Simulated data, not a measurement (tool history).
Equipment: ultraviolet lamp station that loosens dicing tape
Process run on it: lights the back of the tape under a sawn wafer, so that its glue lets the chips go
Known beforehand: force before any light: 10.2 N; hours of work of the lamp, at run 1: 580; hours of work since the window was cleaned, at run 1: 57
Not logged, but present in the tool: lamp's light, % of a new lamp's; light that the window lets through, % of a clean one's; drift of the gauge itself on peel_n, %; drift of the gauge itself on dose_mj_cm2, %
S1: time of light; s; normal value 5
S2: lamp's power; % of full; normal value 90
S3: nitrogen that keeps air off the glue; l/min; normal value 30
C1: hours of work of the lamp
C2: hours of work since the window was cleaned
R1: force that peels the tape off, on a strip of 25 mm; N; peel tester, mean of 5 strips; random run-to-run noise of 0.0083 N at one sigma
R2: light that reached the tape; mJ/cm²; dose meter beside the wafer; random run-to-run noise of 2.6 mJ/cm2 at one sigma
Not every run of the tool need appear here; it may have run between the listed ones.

run,hour,S1,S2,S3,C1,C2,R1,R2
1,0,5,90,30,580,57,0.411,287
2,27.4,3,90,30,596,74,1.211,168
3,55.7,3,90,30,613,91,1.235,165
4,73.9,4,90,30,624,102,0.686,226
5,100.6,5,90,30,640,118,0.466,271
6,120.7,5,90,30,652,130,0.47,272
7,147.1,5,90,30,668,146,0.474,268
8,176.3,5,90,30,686,163,0.513,262
9,196.3,5,90,30,698,175,0.49,256
10,216,5,90,30,709,187,0.538,253
11,235.4,5,90,30,721,198,0.519,250
12,250.9,5,90,30,730,208,0.525,247
13,276.4,5,90,30,746,223,0.56,245
14,302.4,5,90,30,761,239,0.577,244
15,325.8,5,90,30,775,253,0.59,239
# hour 344.8: window cleaned of glue's vapour
16,354.4,5,90,30,792,6,0.752,218
17,375.8,5,79,36,805,19,0.873,188
18,396.1,5,79,36,817,31,0.876,182
19,421.1,3,88,36,832,46,1.949,121
20,444.2,4,70,30,846,60,1.957,125
# hour 470.2: window cleaned of glue's vapour, once more
21,475.1,4,70,30,864,3,1.143,174
22,491.7,4,70,30,874,13,1.176,173
23,517.4,4,70,30,889,28,1.212,169
24,540,10,81,11,903,42,0.317,492
25,558,10,81,11,914,53,0.343,485

5 ways to go on from here, each from the tool as it stands after run 25. What would each give?
A,582.5,5,90,30,928,67,?,?
B,582.5,4,81,11,928,67,?,?
C,582.5,6,81,19,928,67,?,?
D,582.5,6,90,57,928,67,?,?
E,582.5,4,76,16,928,67,?,?

run,R1,R2
A,0.495,263
B,2,189
C,0.606,291
D,0.262,318
E,1.739,177
Had the tool no hidden state, the same runs would have come out as:
run,R1,R2
A,0.34,323
B,1.415,233
C,0.404,357
D,0.227,391
E,1.204,218
